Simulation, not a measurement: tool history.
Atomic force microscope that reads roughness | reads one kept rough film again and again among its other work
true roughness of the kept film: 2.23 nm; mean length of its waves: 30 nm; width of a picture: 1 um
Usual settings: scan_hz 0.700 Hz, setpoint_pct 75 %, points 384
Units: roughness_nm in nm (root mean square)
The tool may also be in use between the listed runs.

run,hour,scan_hz,setpoint_pct,points,roughness_nm
1,0.0,0.700,75,384,1.887
2,6.1,0.700,75,749,1.885
3,13.2,0.700,75,749,1.860
4,21.7,0.700,75,749,1.847
5,29.4,0.700,75,749,1.846
6,37.9,1.813,75,384,1.672
7,45.7,1.813,75,384,1.658
8,55.7,1.813,75,384,1.634
9,63.1,1.813,75,384,1.632
10,69.3,1.813,75,384,1.607
# hour 71.2: height scale calibrated on a step standard
11,78.8,1.813,75,384,1.602
12,87.6,0.700,75,384,1.723
# hour 92.2: height scale calibrated on a step standard, once more
13,94.9,0.700,75,384,1.727
14,99.5,0.700,75,384,1.715
15,107.9,0.700,75,384,1.703
16,113.4,0.700,75,384,1.691
17,120.5,0.700,87,594,1.619
18,131.2,2.315,70,735,1.540
19,142.1,2.071,55,384,1.658
20,148.7,2.652,60,441,1.585
21,157.9,2.465,85,384,1.271
22,164.3,2.465,85,384,1.272
23,173.8,2.051,61,597,1.576
# hour 183.2: new tip fitted
24,184.2,0.700,62,291,1.947
25,192.2,0.700,62,291,1.918
26,201.2,0.700,62,291,1.914

3 ways to go on from here, each from the tool as it stands after run 26. What would each give?
A,205.9,1.430,66,291,?
B,205.9,0.700,88,291,?
C,205.9,0.700,62,960,?

run,roughness_nm
A,1.828
B,1.768
C,1.920
Without the tool's hidden state the same runs would have given:
run,roughness_nm
A,1.876
B,1.814
C,1.971

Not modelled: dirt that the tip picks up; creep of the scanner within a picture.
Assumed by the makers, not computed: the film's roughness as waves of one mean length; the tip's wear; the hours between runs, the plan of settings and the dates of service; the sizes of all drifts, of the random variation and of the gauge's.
